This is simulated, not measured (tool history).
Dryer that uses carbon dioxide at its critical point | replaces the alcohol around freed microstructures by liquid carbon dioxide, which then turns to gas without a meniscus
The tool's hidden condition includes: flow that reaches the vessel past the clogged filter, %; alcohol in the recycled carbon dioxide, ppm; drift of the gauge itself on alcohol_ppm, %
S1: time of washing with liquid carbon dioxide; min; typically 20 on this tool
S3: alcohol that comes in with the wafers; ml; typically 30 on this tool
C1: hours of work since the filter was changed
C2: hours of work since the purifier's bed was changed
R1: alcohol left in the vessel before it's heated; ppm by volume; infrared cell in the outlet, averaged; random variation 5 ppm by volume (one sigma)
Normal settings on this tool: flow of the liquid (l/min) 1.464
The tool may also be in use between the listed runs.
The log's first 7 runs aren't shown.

{"run": 8, "hour": 169.8, "S1": 20, "flow of the liquid (l/min)": 1.464, "S3": 30, "C1": 494, "C2": 140, "R1": 71}
{"run": 9, "hour": 195.6, "S1": 30, "flow of the liquid (l/min)": 1.464, "S3": 30, "C1": 510, "C2": 156, "R1": 57}
{"run": 10, "hour": 217.2, "S1": 20, "flow of the liquid (l/min)": 1.464, "S3": 71, "C1": 524, "C2": 170, "R1": 122}
{"run": 11, "hour": 236.3, "S1": 20, "flow of the liquid (l/min)": 1.464, "S3": 71, "C1": 536, "C2": 182, "R1": 117}
{"hour": 254.6, "done": "inlet filter changed"}
{"run": 12, "hour": 265.8, "S1": 18, "flow of the liquid (l/min)": 1.464, "S3": 30, "C1": 7, "C2": 201, "R1": 92}
{"run": 13, "hour": 298.1, "S1": 20, "flow of the liquid (l/min)": 1.464, "S3": 30, "C1": 28, "C2": 221, "R1": 84}
{"run": 14, "hour": 316.9, "S1": 20, "flow of the liquid (l/min)": 1.11, "S3": 30, "C1": 40, "C2": 233, "R1": 138}
{"run": 15, "hour": 344.0, "S1": 20, "flow of the liquid (l/min)": 1.11, "S3": 30, "C1": 57, "C2": 250, "R1": 140}
{"run": 16, "hour": 360.1, "S1": 32, "flow of the liquid (l/min)": 1.464, "S3": 30, "C1": 67, "C2": 261, "R1": 79}
{"run": 17, "hour": 389.4, "S1": 25, "flow of the liquid (l/min)": 1.64, "S3": 38, "C1": 86, "C2": 279, "R1": 84}
{"run": 18, "hour": 422.3, "S1": 20, "flow of the liquid (l/min)": 1.2, "S3": 30, "C1": 107, "C2": 300, "R1": 141}
{"run": 19, "hour": 452.8, "S1": 20, "flow of the liquid (l/min)": 1.4, "S3": 103, "C1": 126, "C2": 320, "R1": 176}
{"run": 20, "hour": 473.4, "S1": 20, "flow of the liquid (l/min)": 1.68, "S3": 30, "C1": 139, "C2": 333, "R1": 105}
{"run": 21, "hour": 491.0, "S1": 18, "flow of the liquid (l/min)": 1.07, "S3": 30, "C1": 150, "C2": 344, "R1": 234}
{"run": 22, "hour": 524.4, "S1": 18, "flow of the liquid (l/min)": 1.07, "S3": 30, "C1": 172, "C2": 365, "R1": 242}
{"run": 23, "hour": 551.9, "S1": 18, "flow of the liquid (l/min)": 1.07, "S3": 30, "C1": 189, "C2": 383, "R1": 255}
{"run": 24, "hour": 568.6, "S1": 18, "flow of the liquid (l/min)": 1.07, "S3": 30, "C1": 200, "C2": 393, "R1": 268}
{"run": 25, "hour": 593.6, "S1": 18, "flow of the liquid (l/min)": 1.07, "S3": 30, "C1": 216, "C2": 409, "R1": 260}
{"run": 26, "hour": 609.9, "S1": 18, "flow of the liquid (l/min)": 1.07, "S3": 30, "C1": 226, "C2": 419, "R1": 261}
{"run": 27, "hour": 624.5, "S1": 12, "flow of the liquid (l/min)": 1.22, "S3": 30, "C1": 235, "C2": 429, "R1": 498}
{"run": 28, "hour": 657.0, "S1": 20, "flow of the liquid (l/min)": 1.1, "S3": 22, "C1": 256, "C2": 449, "R1": 190}
{"run": 29, "hour": 690.8, "S1": 29, "flow of the liquid (l/min)": 1.51, "S3": 25, "C1": 278, "C2": 471, "R1": 139}
{"run": 30, "hour": 705.6, "S1": 13, "flow of the liquid (l/min)": 1.51, "S3": 25, "C1": 287, "C2": 480, "R1": 252}
{"run": 31, "hour": 727.9, "S1": 13, "flow of the liquid (l/min)": 1.51, "S3": 25, "C1": 301, "C2": 495, "R1": 257}

Consider 3 possible next runs. They are alternatives, not a sequence: every one starts from the tool as it was left by run 31. What does each give?
{"run": "A", "hour": 746.7, "S1": 13, "flow of the liquid (l/min)": 1.464, "S3": 30, "C1": 313, "C2": 507, "R1": "?"}
{"run": "B", "hour": 746.7, "S1": 13, "flow of the liquid (l/min)": 1.04, "S3": 26, "C1": 313, "C2": 507, "R1": "?"}
{"run": "C", "hour": 746.7, "S1": 13, "flow of the liquid (l/min)": 1.51, "S3": 26, "C1": 313, "C2": 507, "R1": "?"}

run=A R1=314
run=B R1=568
run=C R1=269
Take away the tool's hidden state, keep each run's random variation, and the runs would have read:
run=A R1=141
run=B R1=375
run=C R1=104
